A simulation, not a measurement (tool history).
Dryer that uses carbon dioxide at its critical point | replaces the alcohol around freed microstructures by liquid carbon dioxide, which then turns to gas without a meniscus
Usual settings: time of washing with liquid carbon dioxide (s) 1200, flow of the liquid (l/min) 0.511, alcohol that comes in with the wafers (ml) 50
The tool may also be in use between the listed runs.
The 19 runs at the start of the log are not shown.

| run | hour | time of washing with liquid carbon dioxide (s) | flow of the liquid (l/min) | alcohol that comes in with the wafers (ml) | hours of work since the filter was changed | hours of work since the purifier's bed was changed | alcohol left in the vessel before it's heated (ppm by volume) |
|---|---|---|---|---|---|---|---|
| 20 | 347.4 | 1020 | 0.512 | 38 | 331 | 533 | 629 |
| 21 | 368.9 | 1020 | 0.512 | 38 | 341 | 543 | 634 |
| 22 | 388.9 | 1020 | 0.512 | 38 | 351 | 553 | 635 |
| 23 | 404 | 1200 | 0.423 | 71 | 359 | 560 | 1298 |
| 24 | 422 | 1200 | 0.423 | 115 | 367 | 569 | 2124 |
| 25 | 435.2 | 1200 | 0.423 | 115 | 374 | 575 | 2186 |
| 26 | 451.1 | 1500 | 0.511 | 95 | 382 | 583 | 349 |
| 27 | 462.5 | 1440 | 0.336 | 51 | 387 | 589 | 1099 |
| 28 | 480.8 | 1440 | 0.336 | 51 | 396 | 598 | 1162 |
| 29 | 498.9 | 960 | 0.336 | 31 | 405 | 606 | 1950 |
| 30 | 515.6 | 960 | 0.336 | 31 | 413 | 615 | 1980 |
|  | 528.9 | inlet filter changed |
| 31 | 538.2 | 960 | 0.529 | 65 | 5 | 625 | 769 |
| 32 | 555.7 | 960 | 0.529 | 65 | 13 | 634 | 781 |
| 33 | 570.4 | 1740 | 0.307 | 90 | 20 | 641 | 857 |
| 34 | 588.2 | 1740 | 0.307 | 90 | 29 | 650 | 864 |
| 35 | 606.1 | 1800 | 0.307 | 90 | 38 | 658 | 782 |
| 36 | 627.6 | 1800 | 0.307 | 90 | 48 | 669 | 789 |

Below are 5 alternative next runs, each starting from the tool's condition after run 36. Predict each:
| A | 642.4 | 1800 | 0.744 | 45 | 55 | 676 | ? |
| B | 642.4 | 1680 | 0.311 | 104 | 55 | 676 | ? |
| C | 642.4 | 1140 | 0.307 | 73 | 55 | 676 | ? |
| D | 642.4 | 840 | 0.436 | 35 | 55 | 676 | ? |
| E | 642.4 | 1800 | 0.307 | 31 | 55 | 676 | ? |

| run | alcohol left in the vessel before it's heated (ppm by volume) |
|---|---|
| A | 26 |
| B | 1144 |
| C | 2778 |
| D | 1191 |
| E | 286 |
Without the tool's hidden state the same runs would have given:
| run | alcohol left in the vessel before it's heated (ppm by volume) |
|---|---|
| A | 5 |
| B | 1035 |
| C | 2610 |
| D | 1106 |
| E | 243 |
